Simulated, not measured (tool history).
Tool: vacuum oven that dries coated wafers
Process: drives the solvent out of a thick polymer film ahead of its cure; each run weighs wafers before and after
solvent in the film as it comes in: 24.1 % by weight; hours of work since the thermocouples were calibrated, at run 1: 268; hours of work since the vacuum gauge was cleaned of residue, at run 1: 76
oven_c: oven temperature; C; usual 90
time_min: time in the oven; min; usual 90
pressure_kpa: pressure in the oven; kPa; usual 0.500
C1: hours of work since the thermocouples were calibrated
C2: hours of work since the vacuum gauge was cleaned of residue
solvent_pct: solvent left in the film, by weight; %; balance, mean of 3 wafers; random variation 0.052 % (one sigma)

Run 1, hour 0.0: usual settings; C1 268; C2 76. Result: solvent_pct 4.79 %.
Run 2, hour 33.8: usual settings but oven_c 100 C; C1 288; C2 97. Result: solvent_pct 1.59 %.
Run 3, hour 72.2: usual settings but oven_c 100 C; C1 312; C2 120. Result: solvent_pct 1.62 %.
Run 4, hour 125.4: usual settings; C1 345; C2 153. Result: solvent_pct 4.73 %.
Run 5, hour 157.9: usual settings; C1 365; C2 173. Result: solvent_pct 4.74 %.
Run 6, hour 196.8: usual settings but pressure_kpa 0.928 kPa; C1 389; C2 197. Result: solvent_pct 5.15 %.
Run 7, hour 253.6: usual settings but pressure_kpa 0.928 kPa; C1 424; C2 232. Result: solvent_pct 5.28 %.
Run 8, hour 289.3: usual settings but pressure_kpa 0.928 kPa; C1 446; C2 254. Result: solvent_pct 5.30 %.
Run 9, hour 341.4: usual settings but time_min 55 min, pressure_kpa 0.928 kPa; C1 478; C2 286. Result: solvent_pct 8.31 %.
Run 10, hour 395.6: usual settings; C1 512; C2 320. Result: solvent_pct 4.66 %.
Run 11, hour 426.1: usual settings; C1 530; C2 339. Result: solvent_pct 4.70 %.
Run 12, hour 467.0: usual settings; C1 556; C2 364. Result: solvent_pct 4.69 %.
Run 13, hour 516.5: usual settings; C1 586; C2 394. Result: solvent_pct 4.52 %.
Run 14, hour 548.1: usual settings; C1 606; C2 414. Result: solvent_pct 4.61 %.
Run 15, hour 575.9: usual settings; C1 623; C2 431. Result: solvent_pct 4.63 %.
Run 16, hour 608.1: usual settings; C1 643; C2 451. Result: solvent_pct 4.69 %.
Run 17, hour 646.3: usual settings; C1 666; C2 474. Result: solvent_pct 4.62 %.
Run 18, hour 681.6: usual settings but time_min 52 min; C1 688; C2 496. Result: solvent_pct 8.19 %.
Run 19, hour 708.2: usual settings but pressure_kpa 0.587 kPa; C1 704; C2 512. Result: solvent_pct 4.65 %.
Run 20, hour 761.6: usual settings but time_min 62 min; C1 737; C2 545. Result: solvent_pct 7.02 %.
Run 21, hour 813.5: usual settings; C1 769; C2 577. Result: solvent_pct 4.52 %.
Run 22, hour 858.9: usual settings but oven_c 78 C, pressure_kpa 0.455 kPa; C1 797; C2 605. Result: solvent_pct 10.10 %.
Run 23, hour 903.6: usual settings but oven_c 101 C, pressure_kpa 0.455 kPa; C1 825; C2 633. Result: solvent_pct 1.34 %.
Run 24, hour 959.5: usual settings but oven_c 101 C, pressure_kpa 0.455 kPa; C1 859; C2 667. Result: solvent_pct 1.29 %.
Run 25, hour 987.4: usual settings but oven_c 93 C, pressure_kpa 1.144 kPa; C1 876; C2 685. Result: solvent_pct 4.14 %.
Run 26, hour 1017.2: usual settings but oven_c 93 C, pressure_kpa 1.144 kPa; C1 895; C2 703. Result: solvent_pct 4.14 %.
Run 27, hour 1046.5: usual settings but oven_c 93 C, pressure_kpa 1.144 kPa; C1 913; C2 721. Result: solvent_pct 4.06 %.
Run 28, hour 1101.3: usual settings but oven_c 93 C, pressure_kpa 1.732 kPa; C1 947; C2 755. Result: solvent_pct 4.86 %.
At hour 1107.1: oven's thermocouples calibrated.
Run 29, hour 1147.5: usual settings but pressure_kpa 0.324 kPa; C1 25; C2 782. Result: solvent_pct 3.70 %.
Run 30, hour 1176.3: usual settings but pressure_kpa 0.324 kPa; C1 43; C2 800. Result: solvent_pct 3.68 %.
Run 31, hour 1233.7: usual settings but oven_c 95 C, pressure_kpa 0.407 kPa; C1 78; C2 835. Result: solvent_pct 2.18 %.
Run 32, hour 1284.2: usual settings but oven_c 84 C, time_min 108 min; C1 109; C2 866. Result: solvent_pct 5.27 %.
At hour 1327.5: oven's thermocouples calibrated, once more.
Run 33, hour 1338.0: usual settings but oven_c 104 C, time_min 78 min, pressure_kpa 1.658 kPa; C1 6; C2 898. Result: solvent_pct 2.60 %.
Run 34, hour 1373.5: usual settings but oven_c 94 C, time_min 156 min; C1 28; C2 920. Result: solvent_pct 1.69 %.
Run 35, hour 1400.7: usual settings but oven_c 78 C, pressure_kpa 1.178 kPa; C1 45; C2 937. Result: solvent_pct 12.01 %.
Run 36, hour 1430.5: usual settings but oven_c 78 C, time_min 116 min, pressure_kpa 0.384 kPa; C1 64; C2 955. Result: solvent_pct 9.16 %.
Run 37, hour 1463.6: usual settings but oven_c 83 C, time_min 116 min, pressure_kpa 0.298 kPa; C1 84; C2 976. Result: solvent_pct 6.54 %.
Run 38, hour 1495.4: usual settings but oven_c 92 C, time_min 116 min, pressure_kpa 1.805 kPa; C1 104; C2 995. Result: solvent_pct 4.79 %.
Run 39, hour 1523.1: usual settings but oven_c 78 C, pressure_kpa 0.754 kPa; C1 121; C2 1012. Result: solvent_pct 11.14 %.
Run 40, hour 1561.6: usual settings but pressure_kpa 0.797 kPa; C1 144; C2 1036. Result: solvent_pct 5.49 %.
Run 41, hour 1607.3: usual settings but pressure_kpa 0.797 kPa; C1 173; C2 1064. Result: solvent_pct 5.55 %.
Run 42, hour 1654.1: usual settings but oven_c 95 C, pressure_kpa 0.732 kPa; C1 201; C2 1093. Result: solvent_pct 3.51 %.

Measured less the same run without the tool's hidden state. The same run-to-run variation is in both; the gauge's scatter may not be:
The hidden state here: true wafer temperature over the reading, C; true pressure over the reading, kPa; drift of the gauge itself on solvent_pct, %.
run  solvent_pct
  1        -0.30
  2        -0.14
  3        -0.14
  4        -0.33
  5        -0.34
  6        -0.35
  7        -0.37
  8        -0.38
  9        -0.45
 10        -0.41
 11        -0.41
 12        -0.42
 13        -0.43
 14        -0.44
 15        -0.44
 16        -0.46
 17        -0.47
 18        -0.58
 19        -0.48
 20        -0.59
 21        -0.52
 22        -0.59
 23        -0.15
 24        -0.15
 25        -0.49
 26        -0.50
 27        -0.51
 28        -0.55
 29        -1.12
 30        -1.14
 31        -0.80
 32        -1.34
 33        +0.17
 34        +0.28
 35        +0.20
 36        +0.23
 37        +0.21
 38        +0.19
 39        +0.16
 40        +0.11
 41        +0.10
 42        +0.12
